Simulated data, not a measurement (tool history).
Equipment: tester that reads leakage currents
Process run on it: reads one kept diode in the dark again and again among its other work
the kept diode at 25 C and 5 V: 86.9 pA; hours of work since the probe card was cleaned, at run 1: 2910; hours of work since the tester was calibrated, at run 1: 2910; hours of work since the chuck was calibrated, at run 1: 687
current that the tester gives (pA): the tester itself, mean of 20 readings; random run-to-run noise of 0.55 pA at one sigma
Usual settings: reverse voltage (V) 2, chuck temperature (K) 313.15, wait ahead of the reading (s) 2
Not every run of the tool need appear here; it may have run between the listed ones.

run,day,reverse voltage (V),chuck temperature (K),wait ahead of the reading (s),hours of work since the probe card was cleaned,hours of work since the tester was calibrated,hours of work since the chuck was calibrated,current that the tester gives (pA)
1,0,2,313.15,2,2910,2910,687,177.72
2,7.7,2,313.15,2,2996,2996,774,174.64
3,19.192,2,313.15,2,3125,3125,903,174.58
# day 29.85: tester calibrated
4,30.262,2,313.15,2,3249,5,1026,177.06
# day 31.358: probe card cleaned and baked
5,36.038,2,313.15,2,53,68,1089,170.38
6,42.008,2,313.15,2,120,135,1156,170.67
7,49.979,2,313.15,2,209,225,1246,168.73
8,62.104,2,313.15,2,345,361,1382,167.95
9,71.45,2,313.15,2,450,466,1487,166.76
10,83.412,2,313.15,2,584,600,1621,167.13
11,95.362,3.83,313.15,2,719,734,1755,235.13
# day 96.358: chuck's temperature calibrated
12,101.067,2,313.15,0.96,782,797,53,162.47
13,109.671,2,313.15,0.96,878,894,149,161.53
14,118.617,5.57,313.15,0.96,979,994,250,280.83
15,123.983,5.57,300.15,0.96,1039,1055,310,100.32
16,134.346,5.57,300.15,0.96,1155,1171,427,101.13
17,146.258,1.32,300.15,0.96,1289,1305,560,44.28
18,155.133,1.32,300.15,0.96,1389,1404,660,43.99
# day 158.146: chuck's temperature calibrated, once more
19,167.583,2,307.15,2,1528,1543,106,112.77
20,178.879,2,307.15,2,1654,1670,233,112.27
21,186.433,19.86,313.15,0.79,1739,1755,318,643.2
22,194.879,19.86,313.15,0.79,1834,1850,412,639.33
23,202.058,9.42,313.15,0.41,1915,1930,493,420.23
24,212.954,2,294.15,2.97,2037,2053,615,38.77
25,224.017,2.67,302.15,2.46,2161,2177,740,86.75
26,231.338,1.56,304.15,8.25,2243,2259,822,74.73
27,243.204,1.56,304.15,8.25,2377,2392,955,74.3
28,255.108,2,301.15,2,2510,2526,1089,66.96
29,261.275,6.42,318.15,0.83,2580,2595,1158,476.82
30,268.25,13.76,318.15,0.5,2658,2673,1236,729.52
31,275.379,13.76,318.15,0.5,2738,2753,1316,731.73
32,280.896,13.76,318.15,0.5,2800,2815,1378,725.88
33,292.146,8.65,302.15,2.44,2926,2942,1505,168.66
34,298.612,2,313.15,1.5,2999,3014,1577,167.57
35,309.988,13.63,305.15,5.12,3127,3142,1705,276.36
# day 315.875: chuck's temperature calibrated
36,317.612,13.63,305.15,5.12,3211,3227,19,300.16
# day 319.204: tester calibrated
# day 322.562: probe card cleaned and baked
37,329.442,13.63,305.15,5.12,77,114,150,267.81
38,338.204,2.01,295.15,2,176,212,248,40.58

Selected run-to-run steps in current that the tester gives (pA), each split into two signed amounts: the part the tool would show with no hidden state at all (from settings, incoming material and random variation), and the remainder, which goes to the hidden state together with any gauge scatter not common to the measured and the hidden-state-free results:
Hidden conditions of the tool in this case: stray current of the dirty probe card, pA a volt; current scale over the true one, %; true chuck temperature over the reading, C; drift of the gauge itself on leakage_pa, %.
Run 20 -> 21: reverse voltage (V) 2 -> 19.86, chuck temperature (K) 307.15 -> 313.15, wait ahead of the reading (s) 2 -> 0.79. current that the tester gives (pA) +530.93: hidden state +7.71, all else +523.22.
Run 28 -> 29: reverse voltage (V) 2 -> 6.42, chuck temperature (K) 301.15 -> 318.15, wait ahead of the reading (s) 2 -> 0.83. current that the tester gives (pA) +409.86: hidden state -25.65, all else +435.51.
Run 32 -> 33: reverse voltage (V) 13.76 -> 8.65, chuck temperature (K) 318.15 -> 302.15, wait ahead of the reading (s) 0.5 -> 2.44. current that the tester gives (pA) -557.22: hidden state +42.4, all else -599.62.
Run 35 -> 36: chuck's temperature calibrated. current that the tester gives (pA) +23.8: hidden state +26.31, all else -2.51.
Run 36 -> 37: tester calibrated, probe card cleaned and baked. current that the tester gives (pA) -32.35: hidden state -34, all else +1.65.
